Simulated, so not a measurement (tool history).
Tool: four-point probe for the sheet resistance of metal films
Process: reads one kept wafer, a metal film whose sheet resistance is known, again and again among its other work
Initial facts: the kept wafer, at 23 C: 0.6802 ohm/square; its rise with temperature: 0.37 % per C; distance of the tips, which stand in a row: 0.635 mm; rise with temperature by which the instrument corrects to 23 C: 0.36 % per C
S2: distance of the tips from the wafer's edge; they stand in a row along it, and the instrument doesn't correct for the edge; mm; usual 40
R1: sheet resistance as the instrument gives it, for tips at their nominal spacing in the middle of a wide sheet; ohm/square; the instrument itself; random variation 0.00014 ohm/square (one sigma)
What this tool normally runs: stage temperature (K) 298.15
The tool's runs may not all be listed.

run 1 hour=0 | stage_temperature_(K)=298.15 S2=40 | R1=0.680439
run 2 hour=20.5 | stage_temperature_(K)=298.15 S2=3 | R1=0.696217
run 3 hour=44.1 | stage_temperature_(K)=298.15 S2=3 | R1=0.696253
run 4 hour=58.9 | stage_temperature_(K)=298.15 S2=3 | R1=0.696128
run 5 hour=72.3 | stage_temperature_(K)=292.15 S2=3 | R1=0.696046
run 6 hour=87.7 | stage_temperature_(K)=292.15 S2=3 | R1=0.695817
run 7 hour=102.4 | stage_temperature_(K)=292.15 S2=3 | R1=0.69619
run 8 hour=119.3 | stage_temperature_(K)=292.15 S2=3 | R1=0.695686
run 9 hour=133.6 | stage_temperature_(K)=298.15 S2=40 | R1=0.680361
run 10 hour=144.8 | stage_temperature_(K)=298.15 S2=40 | R1=0.68027
run 11 hour=167 | stage_temperature_(K)=298.15 S2=40 | R1=0.680024
run 12 hour=188.6 | stage_temperature_(K)=296.15 S2=40 | R1=0.680285
run 13 hour=204 | stage_temperature_(K)=296.15 S2=40 | R1=0.679896
run 14 hour=215.6 | stage_temperature_(K)=296.15 S2=65 | R1=0.680269
run 15 hour=232.4 | stage_temperature_(K)=296.15 S2=65 | R1=0.680192
run 16 hour=245.5 | stage_temperature_(K)=296.15 S2=65 | R1=0.680072
run 17 hour=257.5 | stage_temperature_(K)=298.15 S2=24 | R1=0.680286
run 18 hour=273.8 | stage_temperature_(K)=298.15 S2=24 | R1=0.680264
run 19 hour=288.5 | stage_temperature_(K)=298.15 S2=26 | R1=0.680293
run 20 hour=307 | stage_temperature_(K)=298.15 S2=26 | R1=0.680386
run 21 hour=318.2 | stage_temperature_(K)=298.15 S2=26 | R1=0.680338
run 22 hour=333.2 | stage_temperature_(K)=298.15 S2=26 | R1=0.68029
run 23 hour=356.2 | stage_temperature_(K)=298.15 S2=40 | R1=0.680291
run 24 hour=379.2 | stage_temperature_(K)=305.15 S2=4 | R1=0.689444

Run 25 comes next. What will it give?
run 25 hour=393.7 | stage_temperature_(K)=299.15 S2=12 | R1=?

{"run 25": {"R1": 0.681321}}
Without the tool's hidden state the same run would have given R1 0.681481 ohm/square.
